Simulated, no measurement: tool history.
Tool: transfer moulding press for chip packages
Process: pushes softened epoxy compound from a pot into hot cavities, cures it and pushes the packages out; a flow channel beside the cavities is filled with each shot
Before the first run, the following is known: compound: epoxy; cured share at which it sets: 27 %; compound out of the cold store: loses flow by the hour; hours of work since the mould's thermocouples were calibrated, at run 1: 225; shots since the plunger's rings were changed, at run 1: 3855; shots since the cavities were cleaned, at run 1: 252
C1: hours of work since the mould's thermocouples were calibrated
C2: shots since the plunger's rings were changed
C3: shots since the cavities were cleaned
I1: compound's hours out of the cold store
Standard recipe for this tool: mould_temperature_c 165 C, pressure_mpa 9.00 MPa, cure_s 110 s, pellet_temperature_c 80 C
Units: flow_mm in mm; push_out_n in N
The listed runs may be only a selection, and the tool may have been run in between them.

Run 1, hour 0.0: usual settings; C1 225; C2 3855; C3 252; I1 16.4. Result: flow_mm 802 mm, push_out_n 288 N.
Run 2, hour 10.8: usual settings; C1 232; C2 3968; C3 365; I1 33.2. Result: flow_mm 730 mm, push_out_n 299 N.
At hour 19.7: cavities cleaned with cleaning compound and waxed.
Run 3, hour 20.2: usual settings; C1 237; C2 4050; C3 5; I1 33.4. Result: flow_mm 720 mm, push_out_n 395 N.
Run 4, hour 25.8: usual settings; C1 241; C2 4109; C3 64; I1 42.1. Result: flow_mm 694 mm, push_out_n 396 N.
Run 5, hour 35.6: usual settings; C1 247; C2 4210; C3 165; I1 21.9. Result: flow_mm 776 mm, push_out_n 393 N.
Run 6, hour 45.1: usual settings but mould_temperature_c 157 C; C1 253; C2 4310; C3 265; I1 32.8. Result: flow_mm 759 mm, push_out_n 729 N.
Run 7, hour 52.8: usual settings but mould_temperature_c 157 C; C1 258; C2 4389; C3 344; I1 11.7. Result: flow_mm 840 mm, push_out_n 776 N.
At hour 63.5: cavities cleaned with cleaning compound and waxed.
Run 8, hour 65.8: usual settings but mould_temperature_c 166 C; C1 266; C2 4510; C3 25; I1 35.6. Result: flow_mm 715 mm, push_out_n 213 N.
At hour 69.1: cavities cleaned with cleaning compound and waxed, once more.
Run 9, hour 78.7: usual settings but mould_temperature_c 164 C; C1 273; C2 4628; C3 100; I1 34.3. Result: flow_mm 727 mm, push_out_n 259 N.
Run 10, hour 87.7: usual settings but mould_temperature_c 164 C; C1 279; C2 4721; C3 193; I1 40.1. Result: flow_mm 704 mm, push_out_n 270 N.
Run 11, hour 99.1: usual settings but mould_temperature_c 164 C; C1 287; C2 4840; C3 312; I1 35.8. Result: flow_mm 728 mm, push_out_n 309 N.
Run 12, hour 103.9: usual settings but mould_temperature_c 164 C; C1 290; C2 4890; C3 362; I1 25.7. Result: flow_mm 768 mm, push_out_n 327 N.
At hour 112.5: cavities cleaned with cleaning compound and waxed.
Run 13, hour 114.5: usual settings but mould_temperature_c 163 C; C1 296; C2 4985; C3 20; I1 40.4. Result: flow_mm 694 mm, push_out_n 247 N.
Run 14, hour 123.7: usual settings; C1 302; C2 5081; C3 116; I1 46.8. Result: flow_mm 671 mm, push_out_n 243 N.
Run 15, hour 134.2: usual settings; C1 309; C2 5191; C3 226; I1 30.3. Result: flow_mm 738 mm, push_out_n 269 N.
Run 16, hour 141.4: usual settings but mould_temperature_c 170 C, pressure_mpa 10.74 MPa, cure_s 130 s, pellet_temperature_c 73 C; C1 313; C2 5266; C3 301; I1 9.9. Result: flow_mm 876 mm, push_out_n 234 N.
Run 17, hour 152.5: usual settings but mould_temperature_c 171 C, cure_s 133 s; C1 321; C2 5381; C3 416; I1 36.3. Result: flow_mm 693 mm, push_out_n 272 N.
At hour 156.6: cavities cleaned with cleaning compound and waxed.
Run 18, hour 160.7: usual settings but pressure_mpa 10.92 MPa, cure_s 91 s; C1 325; C2 5450; C3 42; I1 21.0. Result: flow_mm 842 mm, push_out_n 332 N.
Run 19, hour 171.5: usual settings but pressure_mpa 8.67 MPa, cure_s 109 s, pellet_temperature_c 82 C; C1 332; C2 5564; C3 156; I1 9.0. Result: flow_mm 808 mm, push_out_n 272 N.
At hour 178.3: plunger's sealing rings changed.
Run 20, hour 179.1: usual settings but pressure_mpa 8.67 MPa, cure_s 109 s, pellet_temperature_c 82 C; C1 335; C2 9; C3 209; I1 19.4. Result: flow_mm 798 mm, push_out_n 279 N.
Run 21, hour 185.6: usual settings but pressure_mpa 8.67 MPa, cure_s 109 s, pellet_temperature_c 82 C; C1 340; C2 76; C3 276; I1 23.5. Result: flow_mm 780 mm, push_out_n 297 N.
Run 22, hour 191.7: usual settings but mould_temperature_c 161 C, pressure_mpa 6.82 MPa, cure_s 109 s, pellet_temperature_c 82 C; C1 344; C2 140; C3 340; I1 17.9. Result: flow_mm 728 mm, push_out_n 405 N.
Run 23, hour 196.8: usual settings but mould_temperature_c 159 C, pressure_mpa 7.21 MPa, cure_s 92 s, pellet_temperature_c 75 C; C1 347; C2 193; C3 393; I1 43.3. Result: flow_mm 653 mm, push_out_n 660 N.
At hour 203.4: cavities cleaned with cleaning compound and waxed.
Run 24, hour 203.7: usual settings but mould_temperature_c 159 C, pressure_mpa 7.21 MPa, cure_s 92 s, pellet_temperature_c 75 C; C1 350; C2 249; C3 3; I1 38.5. Result: flow_mm 672 mm, push_out_n 468 N.
Run 25, hour 210.0: usual settings but mould_temperature_c 170 C, pressure_mpa 8.54 MPa, cure_s 117 s, pellet_temperature_c 71 C; C1 355; C2 315; C3 69; I1 23.0. Result: flow_mm 761 mm, push_out_n 190 N.
Run 26, hour 219.5: usual settings but cure_s 139 s; C1 361; C2 414; C3 168; I1 36.0. Result: flow_mm 738 mm, push_out_n 216 N.
Run 27, hour 228.4: usual settings but pressure_mpa 7.05 MPa, cure_s 104 s; C1 367; C2 507; C3 261; I1 11.8. Result: flow_mm 747 mm, push_out_n 340 N.

For some of the steps in flow_mm from one run to the next: how much would appear even if the tool had no hidden state, given the settings, what came in and random variation, and how much remains for the hidden state plus any gauge scatter that the measured result and the result without hidden state don't share?
Hidden state at play: true mould temperature over the reading, C; pressure that reaches the compound, % of what is set; grip of the stained cavities, % over clean ones'; drift of the gauge itself on flow_mm, %; drift of the gauge itself on push_out_n, %.
Run 16 -> 17: mould_temperature_c 170 -> 171, pressure_mpa 10.74 -> 9.00, cure_s 130 -> 133, pellet_temperature_c 73 -> 80. flow_mm -183 mm: hidden state +7, all else -190.
Run 17 -> 18: mould_temperature_c 171 -> 165, pressure_mpa 9.00 -> 10.92, cure_s 133 -> 91, cavities cleaned with cleaning compound and waxed. flow_mm +149 mm: hidden state -8, all else +157.
Run 19 -> 20: plunger's sealing rings changed. flow_mm -10 mm: hidden state +42, all else -52.
